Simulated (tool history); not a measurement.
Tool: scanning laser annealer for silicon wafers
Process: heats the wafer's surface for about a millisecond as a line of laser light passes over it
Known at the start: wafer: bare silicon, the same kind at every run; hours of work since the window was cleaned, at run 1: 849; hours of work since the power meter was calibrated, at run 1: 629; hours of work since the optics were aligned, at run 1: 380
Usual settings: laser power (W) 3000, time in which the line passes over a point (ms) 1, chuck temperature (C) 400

| run | hour | laser power (W) | time in which the line passes over a point (ms) | chuck temperature (C) | hours of work since the window was cleaned | hours of work since the power meter was calibrated | hours of work since the optics were aligned | highest temperature of the surface (C) |
|---|---|---|---|---|---|---|---|---|
| 1 | 0 | 3000 | 1 | 400 | 849 | 629 | 380 | 1095 |
| 2 | 63.4 | 3000 | 1 | 400 | 880 | 661 | 411 | 1093 |
| 3 | 114.6 | 3000 | 1 | 400 | 905 | 686 | 437 | 1098 |
| 4 | 178.9 | 3000 | 1 | 400 | 937 | 718 | 469 | 1092 |
| 5 | 235 | 3000 | 1 | 400 | 965 | 746 | 497 | 1093 |
|  | 262.6 | window over the wafer cleaned |
| 6 | 285.2 | 3006 | 1 | 400 | 11 | 770 | 520 | 1107 |
| 7 | 350.8 | 3006 | 1 | 400 | 44 | 802 | 553 | 1107 |
| 8 | 389.7 | 3000 | 1 | 400 | 63 | 822 | 572 | 1106 |
| 9 | 423.8 | 3000 | 1 | 400 | 80 | 839 | 589 | 1104 |
| 10 | 465.8 | 3000 | 1 | 400 | 101 | 859 | 610 | 1098 |
| 11 | 501.3 | 3000 | 1 | 400 | 118 | 877 | 628 | 1099 |
| 12 | 559.5 | 3000 | 1 | 400 | 147 | 906 | 656 | 1097 |
| 13 | 608.7 | 3000 | 1 | 400 | 172 | 930 | 681 | 1101 |
| 14 | 640.2 | 3000 | 1 | 400 | 187 | 946 | 697 | 1100 |
| 15 | 684.5 | 3000 | 1 | 400 | 209 | 968 | 719 | 1100 |
| 16 | 730.4 | 3000 | 1 | 400 | 232 | 991 | 741 | 1099 |
| 17 | 769.5 | 3000 | 1 | 400 | 251 | 1010 | 761 | 1101 |
| 18 | 811.8 | 3000 | 1 | 400 | 272 | 1031 | 782 | 1098 |
| 19 | 875.3 | 3000 | 1 | 400 | 304 | 1063 | 813 | 1093 |
| 20 | 916.9 | 3000 | 1 | 400 | 324 | 1083 | 834 | 1094 |
| 21 | 945.7 | 3000 | 1 | 400 | 339 | 1097 | 848 | 1096 |
| 22 | 1003.4 | 3000 | 1.05 | 405 | 367 | 1126 | 877 | 1123 |
| 23 | 1052.1 | 3000 | 1.05 | 400 | 391 | 1150 | 901 | 1116 |
| 24 | 1117.4 | 2936 | 0.87 | 387 | 424 | 1183 | 933 | 1013 |
| 25 | 1166.6 | 2936 | 0.87 | 387 | 448 | 1207 | 958 | 1011 |
| 26 | 1222.6 | 2890 | 1.16 | 415 | 476 | 1235 | 985 | 1142 |
| 27 | 1277.3 | 3000 | 1 | 433 | 503 | 1262 | 1012 | 1128 |
| 28 | 1342.2 | 3000 | 1 | 433 | 535 | 1294 | 1045 | 1125 |
| 29 | 1375.9 | 3000 | 0.96 | 404 | 552 | 1311 | 1061 | 1079 |
| 30 | 1404.2 | 3000 | 0.96 | 404 | 566 | 1325 | 1075 | 1077 |
| 31 | 1464.1 | 2647 | 1.02 | 404 | 596 | 1355 | 1105 | 1014 |
| 32 | 1501.4 | 3086 | 1.02 | 436 | 614 | 1373 | 1124 | 1157 |
| 33 | 1537.2 | 2908 | 1.04 | 417 | 632 | 1391 | 1141 | 1099 |
| 34 | 1572.7 | 2908 | 1.04 | 417 | 650 | 1408 | 1159 | 1101 |
| 35 | 1602.6 | 3205 | 1.18 | 391 | 665 | 1423 | 1174 | 1208 |
| 36 | 1668.7 | 2935 | 1.04 | 368 | 697 | 1456 | 1207 | 1055 |
| 37 | 1724.2 | 2935 | 1.04 | 368 | 725 | 1484 | 1234 | 1053 |
| 38 | 1787.7 | 3000 | 1 | 434 | 756 | 1515 | 1266 | 1123 |
| 39 | 1839.3 | 2780 | 1 | 434 | 782 | 1541 | 1291 | 1064 |
| 40 | 1881.3 | 3047 | 1.14 | 434 | 803 | 1561 | 1312 | 1189 |

Measured less the same run without the tool's hidden state. The same run-to-run variation is in both; the gauge's scatter may not be:
The hidden state here: light that passes the window, % of a clean one's; laser's true power over the reading, %; width of the line over the set one, %; drift of the gauge itself on peak_c, C.
| run | highest temperature of the surface (C) |
|---|---|
| 1 | -15 |
| 2 | -16 |
| 3 | -16 |
| 4 | -18 |
| 5 | -18 |
| 6 | -6 |
| 7 | -6 |
| 8 | -7 |
| 9 | -7 |
| 10 | -7 |
| 11 | -8 |
| 12 | -8 |
| 13 | -9 |
| 14 | -9 |
| 15 | -10 |
| 16 | -11 |
| 17 | -11 |
| 18 | -12 |
| 19 | -12 |
| 20 | -13 |
| 21 | -14 |
| 22 | -14 |
| 23 | -15 |
| 24 | -13 |
| 25 | -14 |
| 26 | -18 |
| 27 | -17 |
| 28 | -18 |
| 29 | -18 |
| 30 | -18 |
| 31 | -17 |
| 32 | -21 |
| 33 | -20 |
| 34 | -20 |
| 35 | -25 |
| 36 | -22 |
| 37 | -22 |
| 38 | -23 |
| 39 | -22 |
| 40 | -26 |
